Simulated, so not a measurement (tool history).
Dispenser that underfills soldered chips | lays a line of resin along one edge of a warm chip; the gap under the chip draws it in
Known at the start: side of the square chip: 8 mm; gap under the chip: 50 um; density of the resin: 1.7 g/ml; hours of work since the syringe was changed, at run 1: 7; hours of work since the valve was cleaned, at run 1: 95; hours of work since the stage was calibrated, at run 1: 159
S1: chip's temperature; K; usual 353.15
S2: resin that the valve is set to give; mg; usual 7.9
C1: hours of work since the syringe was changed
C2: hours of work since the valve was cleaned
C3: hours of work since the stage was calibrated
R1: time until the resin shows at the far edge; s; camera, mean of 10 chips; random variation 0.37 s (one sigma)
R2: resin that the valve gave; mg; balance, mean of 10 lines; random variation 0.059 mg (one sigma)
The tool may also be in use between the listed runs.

Run 1, hour 0: usual settings; C1 7; C2 95; C3 159. Result: R1 29.4 s, R2 7.34 mg.
At hour 3.4: new syringe of resin.
Run 2, hour 5.9: usual settings but S2 9.95 mg; C1 2; C2 99; C3 163. Result: R1 22 s, R2 9.16 mg.
At hour 10.6: dispensing valve cleaned and set on the balance.
Run 3, hour 12.8: usual settings but S1 360.15 K; C1 6; C2 2; C3 167. Result: R1 19.7 s, R2 7.94 mg.
At hour 18.1: new syringe of resin.
Run 4, hour 22: usual settings but S2 8.24 mg; C1 3; C2 8; C3 173. Result: R1 22.5 s, R2 8.13 mg.
Run 5, hour 30.6: usual settings but S1 354.15 K, S2 8.24 mg; C1 9; C2 14; C3 180. Result: R1 28.6 s, R2 8.15 mg.
At hour 32.2: new syringe of resin.
Run 6, hour 36.7: usual settings but S1 354.15 K, S2 9.55 mg; C1 3; C2 18; C3 184. Result: R1 22 s, R2 9.35 mg.
Run 7, hour 44.2: usual settings but S1 366.15 K; C1 9; C2 24; C3 189. Result: R1 16.6 s, R2 7.75 mg.
At hour 45.7: new syringe of resin.
Run 8, hour 48.6: usual settings; C1 2; C2 27; C3 192. Result: R1 22.4 s, R2 7.73 mg.
Run 9, hour 52.9: usual settings; C1 5; C2 30; C3 195. Result: R1 25.8 s, R2 7.69 mg.
Run 10, hour 58.6: usual settings but S2 9.66 mg; C1 9; C2 34; C3 199. Result: R1 29.7 s, R2 9.39 mg.
At hour 59.3: new syringe of resin.
Run 11, hour 66.1: usual settings but S1 357.15 K; C1 5; C2 39; C3 204. Result: R1 20.9 s, R2 7.74 mg.
At hour 73.2: new syringe of resin.
Run 12, hour 75.7: usual settings; C1 2; C2 46; C3 211. Result: R1 21.7 s, R2 7.62 mg.
Run 13, hour 83.9: usual settings but S2 7.16 mg; C1 8; C2 52; C3 217. Result: R1 30.1 s, R2 6.84 mg.
At hour 87.2: new syringe of resin.
Run 14, hour 90.7: usual settings but S2 7.16 mg; C1 2; C2 56; C3 222. Result: R1 24.3 s, R2 6.92 mg.
Run 15, hour 98.5: usual settings but S2 7.16 mg; C1 8; C2 62; C3 227. Result: R1 30.5 s, R2 6.76 mg.
At hour 100.8: new syringe of resin.
Run 16, hour 108.3: usual settings but S1 341.15 K, S2 7.16 mg; C1 5; C2 69; C3 234. Result: R1 48.3 s, R2 6.81 mg.
At hour 114.3: new syringe of resin.
Run 17, hour 116.2: usual settings but S1 341.15 K, S2 7.16 mg; C1 1; C2 74; C3 239. Result: R1 40.4 s, R2 6.72 mg.
Run 18, hour 121.5: usual settings but S1 341.15 K, S2 7.16 mg; C1 5; C2 78; C3 243. Result: R1 48.1 s, R2 6.7 mg.
At hour 127.8: new syringe of resin.
Run 19, hour 129.8: usual settings but S1 341.15 K, S2 7.16 mg; C1 1; C2 84; C3 249. Result: R1 41.3 s, R2 6.67 mg.
Run 20, hour 136.4: usual settings but S1 344.15 K, S2 7.16 mg; C1 6; C2 88; C3 254. Result: R1 42.7 s, R2 6.67 mg.
At hour 141.3: new syringe of resin.
Run 21, hour 145.7: usual settings but S1 347.15 K, S2 9.74 mg; C1 3; C2 95; C3 260. Result: R1 31.2 s, R2 8.95 mg.
Run 22, hour 153.5: usual settings but S1 343.15 K, S2 9.15 mg; C1 9; C2 101; C3 266. Result: R1 48.8 s, R2 8.35 mg.
At hour 155.2: dispensing valve cleaned and set on the balance.
At hour 155.9: new syringe of resin.
Run 23, hour 163.4: usual settings but S1 343.15 K, S2 9.15 mg; C1 5; C2 6; C3 272. Result: R1 40.8 s, R2 9.02 mg.
At hour 169.6: new syringe of resin.
Run 24, hour 173.1: usual settings but S1 341.15 K, S2 9.81 mg; C1 3; C2 12; C3 279. Result: R1 38.6 s, R2 9.73 mg.
Run 25, hour 182.5: usual settings but S1 352.15 K, S2 9.47 mg; C1 9; C2 19; C3 286. Result: R1 31.8 s, R2 9.32 mg.
At hour 183.2: new syringe of resin.
Run 26, hour 188.9: usual settings but S1 352.15 K, S2 9.47 mg; C1 4; C2 24; C3 290. Result: R1 24.4 s, R2 9.24 mg.
At hour 197: new syringe of resin.
Run 27, hour 197.5: usual settings but S1 366.15 K, S2 8.07 mg; C1 0; C2 30; C3 296. Result: R1 10.6 s, R2 7.87 mg.
Run 28, hour 203.1: usual settings but S1 366.15 K, S2 8.07 mg; C1 4; C2 34; C3 300. Result: R1 13 s, R2 7.89 mg.
At hour 210.6: new syringe of resin.
Run 29, hour 210.6: usual settings but S1 366.15 K, S2 8.07 mg; C1 0; C2 39; C3 305. Result: R1 11 s, R2 7.86 mg.
Run 30, hour 217.4: usual settings but S1 343.15 K, S2 7.15 mg; C1 5; C2 44; C3 310. Result: R1 42.1 s, R2 6.78 mg.
At hour 224.5: new syringe of resin.
Run 31, hour 225: usual settings but S1 340.15 K, S2 10.11 mg; C1 0; C2 49; C3 315. Result: R1 37.3 s, R2 9.75 mg.
Run 32, hour 232.9: usual settings but S1 340.15 K, S2 10.11 mg; C1 6; C2 55; C3 321. Result: R1 48.2 s, R2 9.61 mg.
At hour 237.9: new syringe of resin.
Run 33, hour 240.9: usual settings but S1 340.15 K, S2 10.11 mg; C1 2; C2 60; C3 326. Result: R1 41 s, R2 9.6 mg.
Run 34, hour 248.9: usual settings but S1 347.15 K, S2 9.74 mg; C1 8; C2 66; C3 332. Result: R1 36.9 s, R2 9.2 mg.
At hour 252.3: new syringe of resin.
Run 35, hour 256.3: usual settings but S1 354.15 K, S2 7.27 mg; C1 3; C2 71; C3 337. Result: R1 21.9 s, R2 6.91 mg.

Hidden state or all else? Some run-to-run changes of R1, split into what the settings, what came in and random variation would give without the hidden state, and what is left for the hidden state (with any gauge scatter that isn't in both results):
The hidden state here: resin's viscosity, % of fresh resin's; dose that the valve gives, % of what is set; true chip temperature over the reading, C; drift of the gauge itself on fill_s, %; drift of the gauge itself on given_mg, %.
Run 15 -> 16: S1 353.15 -> 341.15, new syringe of resin. R1 +17.8 s: hidden state -0.5, all else +18.3.
Run 21 -> 22: S1 347.15 -> 343.15, S2 9.74 -> 9.15. R1 +17.6 s: hidden state +11.5, all else +6.1.
Run 29 -> 30: S1 366.15 -> 343.15, S2 8.07 -> 7.15. R1 +31.1 s: hidden state +6.2, all else +24.9.
Run 30 -> 31: S1 343.15 -> 340.15, S2 7.15 -> 10.11, new syringe of resin. R1 -4.8 s: hidden state -8.9, all else +4.1.
Run 31 -> 32: no setting changed, nothing entered. R1 +10.9 s: hidden state +10.7, all else +0.2.
